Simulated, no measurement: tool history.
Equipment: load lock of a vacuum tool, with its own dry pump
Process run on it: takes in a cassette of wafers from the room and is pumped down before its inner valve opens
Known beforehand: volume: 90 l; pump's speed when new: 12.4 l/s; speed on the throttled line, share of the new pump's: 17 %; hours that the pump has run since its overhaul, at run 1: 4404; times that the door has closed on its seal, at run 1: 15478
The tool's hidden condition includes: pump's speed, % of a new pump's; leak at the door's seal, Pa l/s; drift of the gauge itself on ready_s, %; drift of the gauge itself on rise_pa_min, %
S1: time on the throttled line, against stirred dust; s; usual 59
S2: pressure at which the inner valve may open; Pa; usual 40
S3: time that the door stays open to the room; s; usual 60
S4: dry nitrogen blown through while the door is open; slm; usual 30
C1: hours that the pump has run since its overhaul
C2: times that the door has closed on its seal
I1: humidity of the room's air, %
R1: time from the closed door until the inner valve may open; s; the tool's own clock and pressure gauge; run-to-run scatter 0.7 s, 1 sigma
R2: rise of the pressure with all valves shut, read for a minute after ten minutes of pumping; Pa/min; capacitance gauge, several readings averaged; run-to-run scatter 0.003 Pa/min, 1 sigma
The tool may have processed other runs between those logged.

Run 1, day 0: usual settings; C1 4404; C2 15478; I1 49.7. Result: R1 109.6 s, R2 0.081 Pa/min.
Run 2, day 5.096: usual settings; C1 4526; C2 16044; I1 41. Result: R1 110.3 s, R2 0.087 Pa/min.
Run 3, day 8.642: usual settings; C1 4611; C2 16438; I1 46.2. Result: R1 109.9 s, R2 0.093 Pa/min.
Run 4, day 13.196: usual settings but S1 58 s; C1 4720; C2 16944; I1 42.6. Result: R1 110 s, R2 0.091 Pa/min.
Run 5, day 19.871: usual settings but S1 58 s; C1 4881; C2 17685; I1 44.6. Result: R1 109.8 s, R2 0.088 Pa/min.
Run 6, day 26.558: usual settings but S1 58 s; C1 5041; C2 18428; I1 43.8. Result: R1 109.1 s, R2 0.099 Pa/min.
Run 7, day 31.671: usual settings; C1 5164; C2 18995; I1 46. Result: R1 110.4 s, R2 0.104 Pa/min.
Run 8, day 39.729: usual settings; C1 5357; C2 19890; I1 43.4. Result: R1 110.1 s, R2 0.103 Pa/min.
Run 9, day 45.775: usual settings but S1 76 s; C1 5502; C2 20561; I1 44.5. Result: R1 124.1 s, R2 0.107 Pa/min.
Run 10, day 49.5: usual settings but S1 76 s; C1 5592; C2 20975; I1 46.6. Result: R1 125.3 s, R2 0.113 Pa/min.
Run 11, day 55.292: usual settings but S4 15 slm; C1 5731; C2 21618; I1 47. Result: R1 112.1 s, R2 0.125 Pa/min.
Run 12, day 61.892: usual settings but S1 41 s, S4 15 slm; C1 5889; C2 22351; I1 45.4. Result: R1 98.1 s, R2 0.123 Pa/min.
Run 13, day 68.725: usual settings but S1 41 s, S4 15 slm; C1 6053; C2 23110; I1 40.2. Result: R1 97.7 s, R2 0.123 Pa/min.
Run 14, day 74.446: usual settings but S1 41 s, S3 30 s, S4 15 slm; C1 6190; C2 23745; I1 43.5. Result: R1 98.1 s, R2 0.121 Pa/min.
Run 15, day 81.504: usual settings but S1 41 s, S3 66 s, S4 15 slm; C1 6360; C2 24529; I1 46.9. Result: R1 98.6 s, R2 0.132 Pa/min.
Run 16, day 87.783: usual settings but S1 41 s, S2 53 Pa, S3 47 s, S4 15 slm; C1 6511; C2 25226; I1 45.8. Result: R1 94.2 s, R2 0.135 Pa/min.
Run 17, day 93.317: usual settings but S1 41 s, S2 53 Pa, S3 47 s, S4 15 slm; C1 6643; C2 25840; I1 47.2. Result: R1 96.1 s, R2 0.143 Pa/min.
Run 18, day 96.921: usual settings but S1 41 s, S2 53 Pa, S3 47 s, S4 15 slm; C1 6730; C2 26241; I1 47.5. Result: R1 96.6 s, R2 0.142 Pa/min.
Run 19, day 100.675: usual settings but S1 49 s, S2 53 Pa, S3 39 s, S4 15 slm; C1 6820; C2 26658; I1 47.9. Result: R1 103.1 s, R2 0.146 Pa/min.
Run 20, day 105.354: usual settings but S1 49 s, S2 53 Pa, S3 39 s, S4 15 slm; C1 6932; C2 27177; I1 46. Result: R1 103.1 s, R2 0.146 Pa/min.
Run 21, day 109.262: usual settings but S1 49 s, S2 53 Pa, S3 39 s, S4 15 slm; C1 7026; C2 27611; I1 48.9. Result: R1 103 s, R2 0.151 Pa/min.
Run 22, day 114.279: usual settings but S1 49 s, S2 53 Pa, S3 39 s, S4 15 slm; C1 7146; C2 28168; I1 49.8. Result: R1 102.5 s, R2 0.156 Pa/min.
Run 23, day 122.425: usual settings but S2 68 Pa; C1 7342; C2 29073; I1 45.3. Result: R1 110.5 s, R2 0.157 Pa/min.
Run 24, day 129.254: usual settings but S1 80 s, S2 55 Pa, S4 40 slm; C1 7506; C2 29831; I1 46. Result: R1 129.6 s, R2 0.156 Pa/min.
Run 25, day 135.2: usual settings but S4 45 slm; C1 7648; C2 30491; I1 47.8. Result: R1 114 s, R2 0.159 Pa/min.

Selected run-to-run steps in R1, each split into two signed amounts: the part the tool would show with no hidden state at all (from settings, incoming material and random variation), and the remainder, which goes to the hidden state together with any gauge scatter not common to the measured and the hidden-state-free results:
Run 10 -> 11: S1 76 -> 59, S4 30 -> 15. R1 -13.2 s: hidden state +0.6, all else -13.8.
Run 23 -> 24: S1 59 -> 80, S2 68 -> 55, S4 30 -> 40. R1 +19.1 s: hidden state -0.2, all else +19.3.
Run 24 -> 25: S1 80 -> 59, S2 55 -> 40, S4 40 -> 45. R1 -15.6 s: hidden state +1.1, all else -16.7.
